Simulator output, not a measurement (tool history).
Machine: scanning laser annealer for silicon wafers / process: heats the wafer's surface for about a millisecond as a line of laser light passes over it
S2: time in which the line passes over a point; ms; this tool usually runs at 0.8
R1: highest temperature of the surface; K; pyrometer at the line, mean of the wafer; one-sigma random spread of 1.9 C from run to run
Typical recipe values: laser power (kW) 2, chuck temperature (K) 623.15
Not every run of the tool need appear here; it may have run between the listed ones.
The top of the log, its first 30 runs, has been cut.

Run 31, hour 1003.8: usual settings but laser power (kW) 1.873, S2 0.786 ms, chuck temperature (K) 598.15. Result: R1 1301.15 K.
At hour 1019.6: optics aligned, line set to its width.
Run 32, hour 1054.1: usual settings but laser power (kW) 2.054, S2 0.745 ms, chuck temperature (K) 598.15. Result: R1 1356.15 K.
At hour 1073: window over the wafer cleaned.
Run 33, hour 1099: usual settings but laser power (kW) 2.054, S2 0.745 ms, chuck temperature (K) 598.15. Result: R1 1356.15 K.
Run 34, hour 1130.9: usual settings but laser power (kW) 1.84, S2 0.722 ms, chuck temperature (K) 663.15. Result: R1 1320.15 K.
Run 35, hour 1171.2: usual settings but laser power (kW) 1.829, S2 0.995 ms, chuck temperature (K) 652.15. Result: R1 1443.15 K.
Run 36, hour 1198.9: usual settings but laser power (kW) 1.829, S2 0.995 ms, chuck temperature (K) 621.15. Result: R1 1409.15 K.
Run 37, hour 1221.5: usual settings but laser power (kW) 1.829, S2 0.995 ms, chuck temperature (K) 621.15. Result: R1 1413.15 K.
Run 38, hour 1246: usual settings but laser power (kW) 2.173, S2 0.619 ms. Result: R1 1344.15 K.
Run 39, hour 1291.7: usual settings but laser power (kW) 2.162, S2 0.931 ms, chuck temperature (K) 586.15. Result: R1 1497.15 K.
Run 40, hour 1317.6: usual settings but laser power (kW) 1.96, S2 0.79 ms. Result: R1 1367.15 K.
Run 41, hour 1356.9: usual settings but laser power (kW) 1.96, S2 0.79 ms. Result: R1 1364.15 K.

Forecast each of these 4 alternatives for the next run:
Run A, hour 1385: usual settings but chuck temperature (K) 615.15. Result: R1 ?.
Run B, hour 1385: usual settings but laser power (kW) 1.912, S2 0.79 ms, chuck temperature (K) 651.15. Result: R1 ?.
Run C, hour 1385: usual settings but laser power (kW) 1.982, S2 0.79 ms. Result: R1 ?.
Run D, hour 1385: usual settings but laser power (kW) 1.729, S2 0.681 ms, chuck temperature (K) 593.15. Result: R1 ?.

run       R1
  A  1384.15
  B  1377.15
  C  1379.15
  D  1190.15
With the hidden condition removed and each run's random variation left untouched, the same runs would have given:
run       R1
  A  1384.15
  B  1377.15
  C  1379.15
  D  1190.15
